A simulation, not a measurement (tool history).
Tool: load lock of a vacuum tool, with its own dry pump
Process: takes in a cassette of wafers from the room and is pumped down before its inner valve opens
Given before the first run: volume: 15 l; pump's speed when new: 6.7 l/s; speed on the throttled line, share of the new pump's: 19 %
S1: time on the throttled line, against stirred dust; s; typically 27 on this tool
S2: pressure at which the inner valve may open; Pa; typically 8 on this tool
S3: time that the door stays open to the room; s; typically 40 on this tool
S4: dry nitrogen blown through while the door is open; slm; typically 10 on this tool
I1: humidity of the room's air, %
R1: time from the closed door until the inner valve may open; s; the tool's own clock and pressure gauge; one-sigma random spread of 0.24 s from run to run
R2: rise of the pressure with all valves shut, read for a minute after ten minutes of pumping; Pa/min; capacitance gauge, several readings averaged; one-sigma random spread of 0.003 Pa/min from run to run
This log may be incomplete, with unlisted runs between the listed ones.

{"run": 1, "day": 0.0, "S1": 27, "S2": 8, "S3": 40, "S4": 10, "I1": 42.6, "R1": 44.5, "R2": 0.053}
{"run": 2, "day": 4.221, "S1": 27, "S2": 8, "S3": 40, "S4": 10, "I1": 43.2, "R1": 44.8, "R2": 0.052}
{"run": 3, "day": 10.617, "S1": 37, "S2": 8, "S3": 40, "S4": 10, "I1": 42.0, "R1": 52.9, "R2": 0.054}
{"run": 4, "day": 16.767, "S1": 37, "S2": 8, "S3": 40, "S4": 10, "I1": 39.4, "R1": 52.4, "R2": 0.059}
{"run": 5, "day": 23.775, "S1": 27, "S2": 8, "S3": 29, "S4": 10, "I1": 41.3, "R1": 44.8, "R2": 0.051}
{"run": 6, "day": 30.158, "S1": 27, "S2": 11, "S3": 29, "S4": 10, "I1": 45.1, "R1": 44.0, "R2": 0.058}
{"run": 7, "day": 37.221, "S1": 27, "S2": 11, "S3": 29, "S4": 10, "I1": 43.6, "R1": 43.8, "R2": 0.052}
{"run": 8, "day": 41.633, "S1": 50, "S2": 8, "S3": 40, "S4": 10, "I1": 48.9, "R1": 62.8, "R2": 0.065}
{"run": 9, "day": 46.629, "S1": 50, "S2": 8, "S3": 40, "S4": 10, "I1": 48.0, "R1": 63.2, "R2": 0.063}
{"run": 10, "day": 50.304, "S1": 28, "S2": 8, "S3": 40, "S4": 10, "I1": 45.7, "R1": 45.4, "R2": 0.063}
{"run": 11, "day": 55.933, "S1": 28, "S2": 9, "S3": 221, "S4": 10, "I1": 44.1, "R1": 45.2, "R2": 0.101}
{"run": 12, "day": 61.267, "S1": 28, "S2": 9, "S3": 221, "S4": 10, "I1": 44.0, "R1": 45.0, "R2": 0.103}
{"run": 13, "day": 68.942, "S1": 50, "S2": 8, "S3": 182, "S4": 10, "I1": 43.3, "R1": 63.2, "R2": 0.097}
{"run": 14, "day": 74.162, "S1": 50, "S2": 8, "S3": 182, "S4": 10, "I1": 44.6, "R1": 62.8, "R2": 0.098}
{"run": 15, "day": 79.671, "S1": 50, "S2": 8, "S3": 182, "S4": 10, "I1": 41.4, "R1": 63.6, "R2": 0.091}

Forecast run 16:
{"run": 16, "day": 88.104, "S1": 20, "S2": 8, "S3": 105, "S4": 10, "I1": 41.4, "R1": "?", "R2": "?"}

R1: 39.7 s
R2: 0.078 Pa/min
If the tool had no hidden condition, the same run with the same run-to-run variation would have returned R1 37.8 s, R2 0.063 Pa/min.

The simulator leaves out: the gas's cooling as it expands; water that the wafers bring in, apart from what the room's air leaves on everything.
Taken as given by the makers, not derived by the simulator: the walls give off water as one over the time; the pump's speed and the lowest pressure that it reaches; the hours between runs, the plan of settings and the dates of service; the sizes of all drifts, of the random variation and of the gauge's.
